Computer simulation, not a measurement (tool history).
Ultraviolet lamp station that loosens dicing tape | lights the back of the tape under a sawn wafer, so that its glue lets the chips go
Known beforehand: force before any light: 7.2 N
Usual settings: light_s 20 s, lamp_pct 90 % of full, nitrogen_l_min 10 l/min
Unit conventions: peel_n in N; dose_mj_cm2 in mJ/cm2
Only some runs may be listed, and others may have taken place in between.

run   hour  light_s  lamp_pct  nitrogen_l_min  peel_n  dose_mj_cm2
  1    0.0       20        90              10   1.090          317
  2   23.1       20        90              10   1.079          312
  3   49.6       20        90              10   1.110          310
  4   77.7       12        90              10   2.219          185
  5   94.2       20        90              10   1.116          305
  6  112.1       20        90              10   1.182          300
  7  133.5       20        90              10   1.147          300
  8  153.3       36        93               9   0.421          543
  9  177.7       36        93               9   0.425          551
 10  200.1       36        71               9   0.696          413
 11  222.8       33        76              10   0.673          398
 12  236.3       13        64              16   2.884          131
 13  266.5       15        90               7   2.181          211

Below are 3 alternative next runs, each starting from the tool's condition after run 13. Predict each:
  A  281.5       15        63               7       ?            ?
  B  281.5       31        75              20       ?            ?
  C  281.5       23        68               5       ?            ?

run  peel_n  dose_mj_cm2
  A   3.178          148
  B   0.610          361
  C   2.208          242
What these runs would have given with no unlogged condition in the tool:
run  peel_n  dose_mj_cm2
  A   2.375          202
  B   0.353          493
  C   1.468          331
